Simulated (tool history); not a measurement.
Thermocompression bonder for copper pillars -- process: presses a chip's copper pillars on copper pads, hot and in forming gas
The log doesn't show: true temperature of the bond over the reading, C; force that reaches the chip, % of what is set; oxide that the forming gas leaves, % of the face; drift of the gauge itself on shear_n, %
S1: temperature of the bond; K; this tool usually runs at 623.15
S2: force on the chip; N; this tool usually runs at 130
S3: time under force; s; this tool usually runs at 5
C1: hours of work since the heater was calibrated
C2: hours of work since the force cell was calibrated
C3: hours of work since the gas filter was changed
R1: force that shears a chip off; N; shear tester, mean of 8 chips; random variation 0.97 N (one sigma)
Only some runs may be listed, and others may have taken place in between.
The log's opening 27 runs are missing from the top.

{"run": 28, "hour": 456.3, "S1": 598.15, "S2": 124, "S3": 5, "C1": 64, "C2": 329, "C3": 92, "R1": 58.6}
{"run": 29, "hour": 477.8, "S1": 622.15, "S2": 167, "S3": 14, "C1": 80, "C2": 344, "C3": 108, "R1": 101.2}
{"run": 30, "hour": 490.6, "S1": 651.15, "S2": 116, "S3": 8, "C1": 89, "C2": 353, "C3": 117, "R1": 97.9}
{"hour": 493.2, "done": "forming gas filter changed"}
{"run": 31, "hour": 504.8, "S1": 627.15, "S2": 88, "S3": 7, "C1": 98, "C2": 363, "C3": 8, "R1": 74.2}
{"run": 32, "hour": 523.3, "S1": 646.15, "S2": 184, "S3": 14, "C1": 111, "C2": 376, "C3": 21, "R1": 117.5}
{"run": 33, "hour": 544.9, "S1": 646.15, "S2": 184, "S3": 14, "C1": 127, "C2": 392, "C3": 37, "R1": 112.8}
{"run": 34, "hour": 561.0, "S1": 646.15, "S2": 184, "S3": 14, "C1": 138, "C2": 403, "C3": 48, "R1": 115.6}
{"run": 35, "hour": 573.8, "S1": 646.15, "S2": 184, "S3": 14, "C1": 147, "C2": 412, "C3": 57, "R1": 114.3}
{"run": 36, "hour": 588.4, "S1": 608.15, "S2": 184, "S3": 14, "C1": 158, "C2": 422, "C3": 67, "R1": 100.2}
{"run": 37, "hour": 602.3, "S1": 647.15, "S2": 116, "S3": 5, "C1": 167, "C2": 432, "C3": 77, "R1": 87.5}
{"run": 38, "hour": 622.3, "S1": 622.15, "S2": 187, "S3": 5, "C1": 182, "C2": 446, "C3": 91, "R1": 89.1}
{"run": 39, "hour": 635.3, "S1": 622.15, "S2": 187, "S3": 5, "C1": 191, "C2": 456, "C3": 101, "R1": 89.7}

5 ways to go on from here, each from the tool as it stands after run 39. What would each give?
{"run": "A", "hour": 648.1, "S1": 638.15, "S2": 187, "S3": 5, "C1": 200, "C2": 465, "C3": 110, "R1": "?"}
{"run": "B", "hour": 648.1, "S1": 622.15, "S2": 173, "S3": 5, "C1": 200, "C2": 465, "C3": 110, "R1": "?"}
{"run": "C", "hour": 648.1, "S1": 622.15, "S2": 187, "S3": 13, "C1": 200, "C2": 465, "C3": 110, "R1": "?"}
{"run": "D", "hour": 648.1, "S1": 605.15, "S2": 187, "S3": 5, "C1": 200, "C2": 465, "C3": 110, "R1": "?"}
{"run": "E", "hour": 648.1, "S1": 632.15, "S2": 94, "S3": 4, "C1": 200, "C2": 465, "C3": 110, "R1": "?"}

run=A R1=97.7
run=B R1=87.6
run=C R1=104.3
run=D R1=77.8
run=E R1=64.9
With the hidden condition removed and each run's random variation left untouched, the same runs would have given:
run=A R1=104.9
run=B R1=95.0
run=C R1=111.3
run=D R1=85.1
run=E R1=71.3
